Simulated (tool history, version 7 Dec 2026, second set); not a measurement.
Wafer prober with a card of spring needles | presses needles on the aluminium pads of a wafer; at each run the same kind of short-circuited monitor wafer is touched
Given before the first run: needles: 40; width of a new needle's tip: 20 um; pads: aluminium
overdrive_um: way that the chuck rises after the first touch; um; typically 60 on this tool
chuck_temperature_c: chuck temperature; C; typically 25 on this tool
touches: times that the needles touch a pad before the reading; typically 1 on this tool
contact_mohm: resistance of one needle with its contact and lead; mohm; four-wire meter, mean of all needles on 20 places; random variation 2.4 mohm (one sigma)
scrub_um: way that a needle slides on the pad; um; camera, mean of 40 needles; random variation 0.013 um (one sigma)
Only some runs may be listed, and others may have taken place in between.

Run 1, hour 0.0: usual settings. Result: contact_mohm 269 mohm, scrub_um 13.24 um.
Run 2, hour 23.3: usual settings but chuck_temperature_c 42 C. Result: contact_mohm 276 mohm, scrub_um 13.25 um.
Run 3, hour 38.2: usual settings but chuck_temperature_c 42 C. Result: contact_mohm 278 mohm, scrub_um 13.27 um.
Run 4, hour 50.1: usual settings. Result: contact_mohm 274 mohm, scrub_um 13.27 um.
Run 5, hour 70.5: usual settings. Result: contact_mohm 268 mohm, scrub_um 13.26 um.
Run 6, hour 89.7: usual settings. Result: contact_mohm 273 mohm, scrub_um 13.23 um.
Run 7, hour 100.4: usual settings. Result: contact_mohm 273 mohm, scrub_um 13.26 um.
Run 8, hour 123.0: usual settings. Result: contact_mohm 271 mohm, scrub_um 13.23 um.
Run 9, hour 144.0: usual settings. Result: contact_mohm 270 mohm, scrub_um 13.27 um.
Run 10, hour 165.2: usual settings but chuck_temperature_c 85 C. Result: contact_mohm 288 mohm, scrub_um 13.26 um.
Run 11, hour 185.2: usual settings but chuck_temperature_c 85 C. Result: contact_mohm 293 mohm, scrub_um 13.27 um.
Run 12, hour 208.0: usual settings but chuck_temperature_c 58 C. Result: contact_mohm 281 mohm, scrub_um 13.23 um.
Run 13, hour 218.3: usual settings but chuck_temperature_c 58 C. Result: contact_mohm 286 mohm, scrub_um 13.27 um.
Run 14, hour 230.0: usual settings but chuck_temperature_c 58 C. Result: contact_mohm 283 mohm, scrub_um 13.24 um.
Run 15, hour 253.5: usual settings but chuck_temperature_c 58 C. Result: contact_mohm 277 mohm, scrub_um 13.25 um.
Run 16, hour 270.2: usual settings but chuck_temperature_c 58 C. Result: contact_mohm 283 mohm, scrub_um 13.28 um.
Run 17, hour 280.7: usual settings but chuck_temperature_c 58 C. Result: contact_mohm 281 mohm, scrub_um 13.27 um.
Run 18, hour 298.6: usual settings but overdrive_um 54 um, chuck_temperature_c 45 C, touches 2. Result: contact_mohm 281 mohm, scrub_um 11.93 um.
Run 19, hour 317.8: usual settings but overdrive_um 54 um, chuck_temperature_c 45 C, touches 2. Result: contact_mohm 283 mohm, scrub_um 11.94 um.
Run 20, hour 332.6: usual settings but overdrive_um 76 um, chuck_temperature_c 37 C. Result: contact_mohm 267 mohm, scrub_um 16.82 um.
Run 21, hour 355.3: usual settings but overdrive_um 76 um, chuck_temperature_c 37 C. Result: contact_mohm 271 mohm, scrub_um 16.80 um.
Run 22, hour 377.6: usual settings but overdrive_um 56 um, chuck_temperature_c 54 C, touches 2. Result: contact_mohm 282 mohm, scrub_um 12.38 um.
Run 23, hour 401.4: usual settings but overdrive_um 71 um, chuck_temperature_c 75 C, touches 2. Result: contact_mohm 285 mohm, scrub_um 15.71 um.
Run 24, hour 414.0: usual settings but overdrive_um 71 um, chuck_temperature_c 75 C, touches 2. Result: contact_mohm 285 mohm, scrub_um 15.68 um.
Run 25, hour 424.2: usual settings but overdrive_um 58 um, touches 2. Result: contact_mohm 274 mohm, scrub_um 12.83 um.
Run 26, hour 437.4: usual settings but overdrive_um 58 um, touches 2. Result: contact_mohm 270 mohm, scrub_um 12.81 um.
Run 27, hour 451.2: usual settings but chuck_temperature_c 80 C, touches 3. Result: contact_mohm 284 mohm, scrub_um 13.26 um.
Run 28, hour 467.3: usual settings but overdrive_um 76 um, chuck_temperature_c 80 C. Result: contact_mohm 282 mohm, scrub_um 16.79 um.
Run 29, hour 491.1: usual settings but overdrive_um 76 um, chuck_temperature_c 27 C, touches 2. Result: contact_mohm 269 mohm, scrub_um 16.79 um.
Run 30, hour 513.6: usual settings but overdrive_um 76 um, chuck_temperature_c 27 C, touches 2. Result: contact_mohm 267 mohm, scrub_um 16.80 um.
Run 31, hour 532.5: usual settings but overdrive_um 76 um, chuck_temperature_c 27 C, touches 2. Result: contact_mohm 262 mohm, scrub_um 16.78 um.
Run 32, hour 544.5: usual settings but overdrive_um 76 um, chuck_temperature_c 61 C, touches 2. Result: contact_mohm 277 mohm, scrub_um 16.78 um.
Run 33, hour 564.1: usual settings but overdrive_um 76 um, chuck_temperature_c 61 C, touches 2. Result: contact_mohm 277 mohm, scrub_um 16.77 um.
Run 34, hour 578.6: usual settings but overdrive_um 73 um, chuck_temperature_c 98 C. Result: contact_mohm 291 mohm, scrub_um 16.13 um.

Not shown here: 10 entries made in the log between runs. Locate each between two listed runs and compare the hidden state at the listed run before it with the hidden state at the listed run after it:
Logged between run 4 and run 5: tips cleaned on abrasive film (hour 56.1)
  debris on the tips, nm: 0.4 -> 0.3
Logged between run 7 and run 8: tips cleaned on abrasive film (hour 112.1)
  debris on the tips, nm: 0.4 -> 0.2
Logged between run 10 and run 11: tips cleaned on abrasive film (hour 168.7)
  debris on the tips, nm: 0.4 -> 0.3
Logged between run 13 and run 14: tips cleaned on abrasive film (hour 225.1)
  debris on the tips, nm: 0.4 -> 0.1
Logged between run 16 and run 17: tips cleaned on abrasive film (hour 280.7)
  debris on the tips, nm: 0.4 -> 0.1
Logged between run 20 and run 21: tips cleaned on abrasive film (hour 338.1)
  debris on the tips, nm: 0.4 -> 0.3
Logged between run 22 and run 23: tips cleaned on abrasive film (hour 394.2)
  debris on the tips, nm: 0.4 -> 0.2
Logged between run 26 and run 27: tips cleaned on abrasive film (hour 450.7)
  debris on the tips, nm: 0.4 -> 0.1
Logged between run 29 and run 30: tips cleaned on abrasive film (hour 506.3)
  debris on the tips, nm: 0.4 -> 0.2
Logged between run 32 and run 33: tips cleaned on abrasive film (hour 563.3)
  debris on the tips, nm: 0.4 -> 0
